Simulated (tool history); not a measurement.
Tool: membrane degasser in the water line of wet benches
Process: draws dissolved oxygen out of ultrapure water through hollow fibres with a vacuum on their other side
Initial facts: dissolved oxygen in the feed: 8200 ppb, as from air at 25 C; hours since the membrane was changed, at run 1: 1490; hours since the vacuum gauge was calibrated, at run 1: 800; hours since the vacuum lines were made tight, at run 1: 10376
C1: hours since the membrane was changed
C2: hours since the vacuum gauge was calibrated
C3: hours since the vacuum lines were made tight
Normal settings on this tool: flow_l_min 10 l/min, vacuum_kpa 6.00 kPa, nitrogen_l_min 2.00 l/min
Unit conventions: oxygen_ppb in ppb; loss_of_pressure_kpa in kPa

run 1 hour=0.0 | flow_l_min=10 vacuum_kpa=6.00 nitrogen_l_min=2.00 | C1=1490 C2=800 C3=10376 | oxygen_ppb=36.6 loss_of_pressure_kpa=28.34
run 2 hour=36.8 | flow_l_min=10 vacuum_kpa=6.00 nitrogen_l_min=3.07 | C1=1526 C2=837 C3=10413 | oxygen_ppb=25.0 loss_of_pressure_kpa=28.32
run 3 hour=59.2 | flow_l_min=10 vacuum_kpa=6.00 nitrogen_l_min=2.00 | C1=1549 C2=859 C3=10436 | oxygen_ppb=36.3 loss_of_pressure_kpa=28.25
run 4 hour=104.0 | flow_l_min=10 vacuum_kpa=6.00 nitrogen_l_min=2.00 | C1=1594 C2=904 C3=10480 | oxygen_ppb=36.6 loss_of_pressure_kpa=28.24
run 5 hour=136.8 | flow_l_min=10 vacuum_kpa=10.84 nitrogen_l_min=2.00 | C1=1626 C2=937 C3=10513 | oxygen_ppb=94.6 loss_of_pressure_kpa=28.31
run 6 hour=174.5 | flow_l_min=10 vacuum_kpa=4.21 nitrogen_l_min=2.00 | C1=1664 C2=974 C3=10551 | oxygen_ppb=14.7 loss_of_pressure_kpa=28.45
run 7 hour=212.7 | flow_l_min=10 vacuum_kpa=6.00 nitrogen_l_min=2.00 | C1=1702 C2=1013 C3=10589 | oxygen_ppb=37.0 loss_of_pressure_kpa=28.58
run 8 hour=235.2 | flow_l_min=10 vacuum_kpa=6.00 nitrogen_l_min=2.00 | C1=1725 C2=1035 C3=10612 | oxygen_ppb=36.8 loss_of_pressure_kpa=28.26
run 9 hour=264.4 | flow_l_min=10 vacuum_kpa=6.00 nitrogen_l_min=2.00 | C1=1754 C2=1064 C3=10641 | oxygen_ppb=36.6 loss_of_pressure_kpa=28.59
run 10 hour=300.4 | flow_l_min=13 vacuum_kpa=6.00 nitrogen_l_min=2.00 | C1=1790 C2=1100 C3=10677 | oxygen_ppb=50.9 loss_of_pressure_kpa=37.15
run 11 hour=329.2 | flow_l_min=13 vacuum_kpa=6.00 nitrogen_l_min=2.00 | C1=1819 C2=1129 C3=10706 | oxygen_ppb=50.7 loss_of_pressure_kpa=37.32
run 12 hour=375.5 | flow_l_min=7 vacuum_kpa=6.00 nitrogen_l_min=2.00 | C1=1865 C2=1175 C3=10752 | oxygen_ppb=24.8 loss_of_pressure_kpa=19.79
run 13 hour=422.0 | flow_l_min=7 vacuum_kpa=6.00 nitrogen_l_min=2.00 | C1=1912 C2=1222 C3=10798 | oxygen_ppb=24.9 loss_of_pressure_kpa=20.11
run 14 hour=458.1 | flow_l_min=10 vacuum_kpa=5.89 nitrogen_l_min=2.00 | C1=1948 C2=1258 C3=10835 | oxygen_ppb=35.3 loss_of_pressure_kpa=28.78
run 15 hour=492.5 | flow_l_min=10 vacuum_kpa=5.89 nitrogen_l_min=2.00 | C1=1982 C2=1292 C3=10869 | oxygen_ppb=35.8 loss_of_pressure_kpa=28.77
run 16 hour=535.7 | flow_l_min=10 vacuum_kpa=5.89 nitrogen_l_min=2.00 | C1=2025 C2=1336 C3=10912 | oxygen_ppb=35.5 loss_of_pressure_kpa=28.54
run 17 hour=565.3 | flow_l_min=10 vacuum_kpa=5.89 nitrogen_l_min=2.00 | C1=2055 C2=1365 C3=10942 | oxygen_ppb=35.2 loss_of_pressure_kpa=28.60
run 18 hour=610.2 | flow_l_min=8 vacuum_kpa=6.00 nitrogen_l_min=2.00 | C1=2100 C2=1410 C3=10987 | oxygen_ppb=28.3 loss_of_pressure_kpa=23.26
run 19 hour=651.6 | flow_l_min=15 vacuum_kpa=14.41 nitrogen_l_min=0.87 | C1=2141 C2=1451 C3=11028 | oxygen_ppb=428.6 loss_of_pressure_kpa=43.26
run 20 hour=688.0 | flow_l_min=15 vacuum_kpa=14.41 nitrogen_l_min=0.87 | C1=2178 C2=1488 C3=11064 | oxygen_ppb=425.0 loss_of_pressure_kpa=42.76
run 21 hour=724.8 | flow_l_min=13 vacuum_kpa=14.17 nitrogen_l_min=4.95 | C1=2214 C2=1525 C3=11101 | oxygen_ppb=77.5 loss_of_pressure_kpa=37.36
run 22 hour=747.6 | flow_l_min=7 vacuum_kpa=7.55 nitrogen_l_min=2.68 | C1=2237 C2=1548 C3=11124 | oxygen_ppb=28.6 loss_of_pressure_kpa=20.12
run 23 hour=785.4 | flow_l_min=9 vacuum_kpa=6.00 nitrogen_l_min=2.00 | C1=2275 C2=1585 C3=11162 | oxygen_ppb=32.4 loss_of_pressure_kpa=26.00

The next listed run, before its measurement:
run 24 hour=825.6 | flow_l_min=9 vacuum_kpa=6.00 nitrogen_l_min=2.00 | C1=2315 C2=1625 C3=11202 | oxygen_ppb=? loss_of_pressure_kpa=?

Logged for run 24: oxygen_ppb 32.6 ppb, loss_of_pressure_kpa 25.81 kPa.
Were there no unlogged condition in the tool, this run, its random variation unchanged, would have produced oxygen_ppb 32.5 ppb, loss_of_pressure_kpa 25.44 kPa.

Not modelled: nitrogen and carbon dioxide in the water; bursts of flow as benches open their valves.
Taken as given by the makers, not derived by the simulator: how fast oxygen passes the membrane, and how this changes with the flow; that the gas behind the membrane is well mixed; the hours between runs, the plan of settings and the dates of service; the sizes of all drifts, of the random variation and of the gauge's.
